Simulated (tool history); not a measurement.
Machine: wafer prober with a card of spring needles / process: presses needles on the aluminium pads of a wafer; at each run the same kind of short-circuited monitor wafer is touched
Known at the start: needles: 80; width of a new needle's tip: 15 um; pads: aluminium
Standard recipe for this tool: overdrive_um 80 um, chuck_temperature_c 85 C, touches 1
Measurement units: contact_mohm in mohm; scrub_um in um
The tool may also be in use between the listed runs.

run    hour  overdrive_um  chuck_temperature_c  touches  contact_mohm  scrub_um
  1       0            80                   85        1           296     21.59
          7  -- tips cleaned on abrasive film
       20.9  -- tips cleaned on abrasive film
       34.8  -- tips cleaned on abrasive film
  2    34.8            80                   85        1           294     21.57
       48.9  -- tips cleaned on abrasive film
       64.7  -- tips cleaned on abrasive film
  3    74.7            80                   85        1           298     21.58
       81.7  -- tips cleaned on abrasive film
       98.6  -- tips cleaned on abrasive film
  4   110.7            80                   56        1           284     21.59
      114.3  -- tips cleaned on abrasive film
      114.6  -- height of the first contact set anew
      128.5  -- tips cleaned on abrasive film
      142.9  -- tips cleaned on abrasive film
  5   142.9            80                   56        1           284      21.6
      156.8  -- tips cleaned on abrasive film
  6   169.8            80                   56        1           285      21.6
      173.3  -- tips cleaned on abrasive film
      189.7  -- tips cleaned on abrasive film
        207  -- tips cleaned on abrasive film
      223.9  -- tips cleaned on abrasive film
  7   229.5            80                   85        1           292     21.59
        240  -- tips cleaned on abrasive film
      253.3  -- height of the first contact set anew
      256.7  -- tips cleaned on abrasive film
  8   256.7            80                   85        3           292     21.57
      273.4  -- tips cleaned on abrasive film
      290.8  -- tips cleaned on abrasive film
  9   301.4            89                   85        1           289     23.99
        305  -- tips cleaned on abrasive film
        321  -- tips cleaned on abrasive film
      334.9  -- tips cleaned on abrasive film
      348.8  -- tips cleaned on abrasive film
 10   355.8            89                   85        1           292     24.04
      364.9  -- tips cleaned on abrasive film
      378.8  -- tips cleaned on abrasive film
      391.3  -- height of the first contact set anew
      394.9  -- tips cleaned on abrasive film
 11     396            89                   85        1           291     24.02
      409.9  -- tips cleaned on abrasive film
      427.1  -- tips cleaned on abrasive film
        444  -- tips cleaned on abrasive film
 12   445.7            89                   85        1           295        24
      459.6  -- tips cleaned on abrasive film
      473.5  -- tips cleaned on abrasive film
 13     487            80                   67        1           289     21.55
      490.5  -- tips cleaned on abrasive film
      507.1  -- tips cleaned on abrasive film
      523.7  -- tips cleaned on abrasive film
      530.9  -- height of the first contact set anew
 14   536.5            80                   85        1           294      21.6
      539.4  -- tips cleaned on abrasive film
      556.2  -- tips cleaned on abrasive film
      570.9  -- tips cleaned on abrasive film
 15   570.9            80                   85        1           292     21.58
        588  -- tips cleaned on abrasive film
      604.2  -- tips cleaned on abrasive film
      619.3  -- tips cleaned on abrasive film
 16   619.3            80                   43        3           280     21.56
      633.2  -- tips cleaned on abrasive film
 17   646.4            80                   43        3           277     21.55
      649.8  -- tips cleaned on abrasive film
      665.7  -- tips cleaned on abrasive film
      668.7  -- height of the first contact set anew
      682.6  -- tips cleaned on abrasive film
 18   695.4            66                   49        1           287     17.81
      698.6  -- tips cleaned on abrasive film
      712.5  -- tips cleaned on abrasive film
      726.4  -- tips cleaned on abrasive film
      740.3  -- tips cleaned on abrasive film
      754.2  -- tips cleaned on abrasive film
 19   755.4            66                   49        1           286      17.8
      769.3  -- tips cleaned on abrasive film
      786.7  -- tips cleaned on abrasive film
      803.2  -- tips cleaned on abrasive film
      806.9  -- height of the first contact set anew
 20   808.1            66                   49        1           288      17.8
      817.9  -- tips cleaned on abrasive film
      831.8  -- tips cleaned on abrasive film
      849.2  -- tips cleaned on abrasive film
      866.2  -- tips cleaned on abrasive film
 21   868.8            66                   69        1           292     17.78
      882.7  -- tips cleaned on abrasive film
      898.2  -- tips cleaned on abrasive film
 22   898.2            97                   62        1           281     26.15
      914.6  -- tips cleaned on abrasive film
      928.5  -- tips cleaned on abrasive film
 23   937.7            80                   45        1           282     21.58
      944.2  -- tips cleaned on abrasive film
        948  -- height of the first contact set anew
      961.2  -- tips cleaned on abrasive film
      978.2  -- tips cleaned on abrasive film
 24   987.6            64                  107        1           303     17.28
      993.8  -- tips cleaned on abrasive film
     1007.7  -- tips cleaned on abrasive film
 25  1018.9            64                  107        1           309     17.28
     1022.5  -- tips cleaned on abrasive film
     1039.8  -- tips cleaned on abrasive film
     1056.1  -- tips cleaned on abrasive film
 26  1057.1            64                  107        1           303     17.24
     1070.2  -- tips cleaned on abrasive film
     1087.4  -- tips cleaned on abrasive film
     1087.7  -- height of the first contact set anew
     1104.5  -- tips cleaned on abrasive film
 27  1115.4            78                   89        2           295     21.01

3 options for the next run, each taken on its own from the tool as it stands now. Forecast them:
     1118.5  -- tips cleaned on abrasive film
     1135.3  -- tips cleaned on abrasive film
     1149.2  -- tips cleaned on abrasive film
     1166.1  -- tips cleaned on abrasive film
  A  1171.9            80                   56        1             ?         ?
     1118.5  -- tips cleaned on abrasive film
     1135.3  -- tips cleaned on abrasive film
     1149.2  -- tips cleaned on abrasive film
     1166.1  -- tips cleaned on abrasive film
  B  1171.9            75                   85        3             ?         ?
     1118.5  -- tips cleaned on abrasive film
     1135.3  -- tips cleaned on abrasive film
     1149.2  -- tips cleaned on abrasive film
     1166.1  -- tips cleaned on abrasive film
  C  1171.9            97                   76        3             ?         ?

run  contact_mohm  scrub_um
  A           291     21.57
  B           296     20.26
  C           285     26.19
Had the tool no hidden state, the same runs would have come out as:
run  contact_mohm  scrub_um
  A           290     21.57
  B           296     20.26
  C           285     26.19

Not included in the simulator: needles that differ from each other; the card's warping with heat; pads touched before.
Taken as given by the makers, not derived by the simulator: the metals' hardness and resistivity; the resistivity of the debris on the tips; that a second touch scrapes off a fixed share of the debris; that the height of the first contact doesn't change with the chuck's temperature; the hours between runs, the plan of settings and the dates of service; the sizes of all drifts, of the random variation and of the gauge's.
